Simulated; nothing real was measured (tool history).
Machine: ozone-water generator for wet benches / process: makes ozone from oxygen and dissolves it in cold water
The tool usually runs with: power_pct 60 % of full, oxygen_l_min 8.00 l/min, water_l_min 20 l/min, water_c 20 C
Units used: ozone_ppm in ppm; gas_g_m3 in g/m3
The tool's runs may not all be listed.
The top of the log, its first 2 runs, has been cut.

run,hour,power_pct,oxygen_l_min,water_l_min,water_c,hours of work since the electrodes were changed,hours of work since the contactor was cleaned,hours of work since the thermometer was calibrated,ozone_ppm,gas_g_m3
3,112.7,60,8.00,20,20,1383,4760,163,15.8,184.4
4,169.2,60,8.00,20,21,1428,4806,208,15.4,182.3
5,244.1,53,8.00,20,20,1488,4866,268,14.5,168.1
6,327.2,53,8.00,20,20,1555,4933,335,14.3,171.0
7,367.3,53,8.00,20,20,1587,4965,367,14.4,170.1
8,411.0,60,8.00,13,20,1623,5000,403,22.6,183.1
9,493.9,60,4.65,20,20,1689,5067,469,15.5,232.9
10,552.4,60,4.65,20,20,1736,5114,516,15.3,234.3
11,625.4,60,8.00,20,25,1795,5173,575,13.9,180.8
12,699.4,60,8.00,20,25,1854,5232,635,13.8,180.4
13,746.7,60,8.00,20,14,1893,5270,673,16.8,180.4
14,782.7,60,8.00,20,14,1922,5299,702,17.1,178.1
15,818.7,60,8.00,20,14,1951,5328,731,17.1,179.8
16,887.8,60,8.00,17,14,2006,5384,786,20.0,179.3
17,938.2,60,8.00,20,20,2047,5425,827,15.3,179.5

The next listed run, before its measurement:
18,1019.0,60,8.00,20,20,2112,5490,892,?,?

{"run 18": {"ozone_ppm": 14.9, "gas_g_m3": 176.5}}
On a tool with no hidden condition, and with the same random variation, this run would have come out at ozone_ppm 17.9 ppm, gas_g_m3 185.1 g/m3.
